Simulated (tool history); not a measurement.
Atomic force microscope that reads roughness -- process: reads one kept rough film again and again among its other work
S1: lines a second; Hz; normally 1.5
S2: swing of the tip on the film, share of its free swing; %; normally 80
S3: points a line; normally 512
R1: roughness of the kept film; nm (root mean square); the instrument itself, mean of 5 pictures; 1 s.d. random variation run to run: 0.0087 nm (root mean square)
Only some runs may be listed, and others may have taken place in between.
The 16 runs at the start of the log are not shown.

run	day	S1	S2	S3	R1
17	27.421	1.21	80	512	1.906
# day 27.575: new tip fitted
18	28.775	1.21	80	512	1.934
# day 30.992: new tip fitted
19	31.196	1.21	80	512	1.945
20	32.85	1.21	80	512	1.935
21	34.308	0.57	58	512	1.979
# day 34.471: new tip fitted
22	36.533	1.74	58	270	1.953
# day 37.833: new tip fitted
23	38.288	0.59	58	567	2.034
24	40.496	1.27	80	442	1.928

Estimate the outcome of run 25 from the log above:
# day 41.342: new tip fitted
25	42.875	3.64	80	475	?

R1: 1.77 nm (root mean square)
Take away the tool's hidden state, keep the run-to-run variation as it was, and the same run would have given R1 1.787 nm (root mean square).
